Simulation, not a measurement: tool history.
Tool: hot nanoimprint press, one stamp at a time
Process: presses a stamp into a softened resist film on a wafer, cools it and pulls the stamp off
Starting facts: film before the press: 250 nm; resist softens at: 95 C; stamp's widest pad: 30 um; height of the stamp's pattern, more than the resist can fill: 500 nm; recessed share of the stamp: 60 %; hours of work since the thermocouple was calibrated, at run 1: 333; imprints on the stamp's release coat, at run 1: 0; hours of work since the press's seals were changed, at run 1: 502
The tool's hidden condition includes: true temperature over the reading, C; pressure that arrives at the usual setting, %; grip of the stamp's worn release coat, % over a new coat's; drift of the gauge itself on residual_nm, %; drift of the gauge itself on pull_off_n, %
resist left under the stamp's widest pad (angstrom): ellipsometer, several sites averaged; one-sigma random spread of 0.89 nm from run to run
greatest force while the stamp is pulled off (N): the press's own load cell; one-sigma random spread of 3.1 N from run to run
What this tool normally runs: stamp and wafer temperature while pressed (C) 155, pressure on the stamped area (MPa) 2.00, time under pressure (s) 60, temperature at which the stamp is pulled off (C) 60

run   hour  stamp and wafer temperature while pressed (C)  pressure on the stamped area (MPa)  time under pressure (s)  temperature at which the stamp is pulled off (C)  hours of work since the thermocouple was calibrated  imprints on the stamp's release coat  hours of work since the press's seals were changed  resist left under the stamp's widest pad (angstrom)  greatest force while the stamp is pulled off (N)
  1    0.0                                            155                                2.00                       60                                                60                                                  333                                     0                                                 502                                                 1459                                               153
  2   19.4                                            155                                2.59                       60                                                60                                                  346                                    91                                                 515                                                 1350                                               148
  3   31.9                                            155                                2.00                       60                                                60                                                  355                                   150                                                 524                                                 1485                                               150
      51.7  -- plate thermocouple calibrated
  4   52.3                                            155                                2.00                       60                                                56                                                    0                                   232                                                 536                                                 1431                                               166
  5   73.1                                            155                                2.00                       60                                                56                                                   15                                   330                                                 551                                                 1424                                               169
  6   91.0                                            155                                2.00                       60                                                56                                                   27                                   414                                                 563                                                 1431                                               172
  7  104.8                                            155                                2.00                       60                                                55                                                   37                                   479                                                 573                                                 1427                                               178
  8  124.9                                            155                                1.80                       60                                                60                                                   51                                   574                                                 587                                                 1472                                               160
  9  150.9                                            155                                2.00                       60                                                60                                                   69                                   696                                                 605                                                 1424                                               169
 10  162.5                                            155                                2.00                       60                                                60                                                   77                                   750                                                 613                                                 1428                                               170
 11  177.8                                            167                                2.00                       60                                                60                                                   88                                   822                                                 624                                                  849                                               176
 12  197.0                                            165                                2.00                       60                                                60                                                  102                                   913                                                 637                                                  933                                               179
 13  221.0                                            165                                2.00                       60                                                60                                                  118                                  1026                                                 654                                                  923                                               183
 14  243.0                                            165                                2.00                       60                                                60                                                  134                                  1129                                                 669                                                  945                                               190
     266.4  -- stamp cleaned and given a new release coat
 15  268.7                                            155                                2.00                       46                                                56                                                  148                                    11                                                 683                                                 1574                                               159
 16  281.2                                            155                                2.00                       46                                                56                                                  156                                    70                                                 692                                                 1566                                               163
 17  307.6                                            154                                1.93                       46                                                65                                                  175                                   194                                                 710                                                 1649                                               144
 18  328.0                                            146                                1.94                       60                                                60                                                  189                                   290                                                 725                                                 2000                                               156
 19  354.4                                            146                                1.94                       60                                                60                                                  207                                   414                                                 743                                                 1983                                               163
 20  375.7                                            146                                1.94                       60                                                60                                                  222                                   515                                                 758                                                 1989                                               167
 21  395.1                                            166                                2.96                       76                                                60                                                  236                                   606                                                 771                                                  690                                               165
 22  412.9                                            166                                2.96                       76                                                60                                                  248                                   690                                                 784                                                  698                                               167
 23  433.6                                            152                                2.96                       76                                                60                                                  263                                   787                                                 798                                                 1344                                               168

The next listed run, before its measurement:
 24  449.5                                            150                                2.00                       56                                                60                                                  274                                   862                                                 810                                                    ?                                                 ?

{"run 24": {"resist left under the stamp's widest pad (angstrom)": 1767, "greatest force while the stamp is pulled off (N)": 179}}
With no hidden state in the tool, this same run would have given resist left under the stamp's widest pad (angstrom) 1708, greatest force while the stamp is pulled off (N) 150.
